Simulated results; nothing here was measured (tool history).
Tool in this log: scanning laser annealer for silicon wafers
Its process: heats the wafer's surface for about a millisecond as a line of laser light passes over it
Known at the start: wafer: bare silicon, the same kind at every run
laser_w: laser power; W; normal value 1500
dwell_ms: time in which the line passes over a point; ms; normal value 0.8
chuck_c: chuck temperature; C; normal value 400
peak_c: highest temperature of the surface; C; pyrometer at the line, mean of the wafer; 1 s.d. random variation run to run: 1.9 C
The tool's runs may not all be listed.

run	hour	laser_w	dwell_ms	chuck_c	peak_c
1	0	1500	0.8	400	1202
2	33.2	1500	0.832	400	1214
3	99.6	1500	0.832	400	1217
4	134.7	1500	0.832	400	1212
5	194	1500	0.832	400	1216
6	253.3	1500	0.8	400	1202
7	314.6	1500	0.8	400	1199
# hour 319.7: window over the wafer cleaned
8	345.2	1481	0.8	400	1187
9	388.5	1481	0.8	400	1186
10	434.1	1481	0.8	400	1186
11	480.5	1481	0.8	400	1186
12	539	1481	0.571	400	1065
13	593.4	1634	0.571	407	1160
14	626.7	1633	0.8	383	1268
15	654.4	1633	0.8	383	1269
16	716.8	1500	0.582	400	1085
17	759.5	1379	0.589	367	990
18	809.9	1638	0.589	391	1158
19	861.7	1638	0.589	391	1154
20	930.4	1638	0.589	391	1157
21	961.3	1638	0.589	391	1156
22	1000.2	1638	0.589	391	1156
23	1061.3	1297	0.85	377	1072

Here are 5 independent what-if runs from the current tool condition. What would each one return?
A	1119	1518	0.618	404	?
B	1119	1297	0.944	423	?
C	1119	1500	0.8	366	?
D	1119	1500	0.806	400	?
E	1119	1536	0.682	400	?

run	peak_c
A	1120
B	1153
C	1164
D	1204
E	1159
Without the tool's unlogged condition, the same runs would have read:
run	peak_c
A	1120
B	1154
C	1165
D	1205
E	1160
